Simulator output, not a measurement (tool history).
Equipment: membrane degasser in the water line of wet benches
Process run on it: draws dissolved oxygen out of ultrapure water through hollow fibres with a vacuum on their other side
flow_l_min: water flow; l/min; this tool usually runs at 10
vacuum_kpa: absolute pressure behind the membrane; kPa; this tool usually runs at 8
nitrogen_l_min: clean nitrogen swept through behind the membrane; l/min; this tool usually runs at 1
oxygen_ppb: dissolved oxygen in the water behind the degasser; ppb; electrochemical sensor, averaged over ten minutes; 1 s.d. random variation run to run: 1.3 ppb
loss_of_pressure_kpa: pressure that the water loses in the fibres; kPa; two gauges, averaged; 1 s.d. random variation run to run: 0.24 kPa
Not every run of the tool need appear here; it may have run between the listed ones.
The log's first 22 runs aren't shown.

run,hour,flow_l_min,vacuum_kpa,nitrogen_l_min,hours since the membrane was changed,hours since the vacuum gauge was calibrated,hours since the vacuum lines were made tight,oxygen_ppb,loss_of_pressure_kpa
23,1953.8,9,19.95,2.59,3920,6119,7367,164.2,59.66
24,2050.7,10,8,2.33,4017,6216,7464,71.5,66.11
# hour 2097.8: seals of the vacuum lines changed
25,2157,10,5.32,1.52,4121,6321,59,53.1,66.73
26,2218.9,8,8.66,1.14,4183,6382,121,101.9,53.09
27,2276.2,8,8.66,1.14,4240,6440,178,104.3,53.09
28,2392.4,13,6.83,1.14,4357,6556,295,131.9,85.76
29,2459.4,15,8,1.02,4424,6623,362,205.8,99.8
30,2515.5,7,5.64,0.62,4480,6679,418,76.3,46.44
31,2616,11,10.73,1.33,4580,6780,518,170.3,73.19
32,2668.2,7,16.93,1.33,4632,6832,570,182.5,46.69
33,2785,7,16.93,1.33,4749,6949,687,182.8,46.93

Consider 3 possible next runs. They are alternatives, not a sequence: every one starts from the tool as it was left by run 33. What does each give?
A,2890.3,8,10.75,2,4855,7054,793,?,?
B,2890.3,7,8,1.07,4855,7054,793,?,?
C,2890.3,14,5.37,2.95,4855,7054,793,?,?

run,oxygen_ppb,loss_of_pressure_kpa
A,86.4,53.1
B,86.4,46.7
C,65.7,93.01
The same runs, with their run-to-run variation unchanged, on a tool lacking any hidden condition would have given:
run,oxygen_ppb,loss_of_pressure_kpa
A,81.2,50.75
B,80.5,44.65
C,54.9,88.9
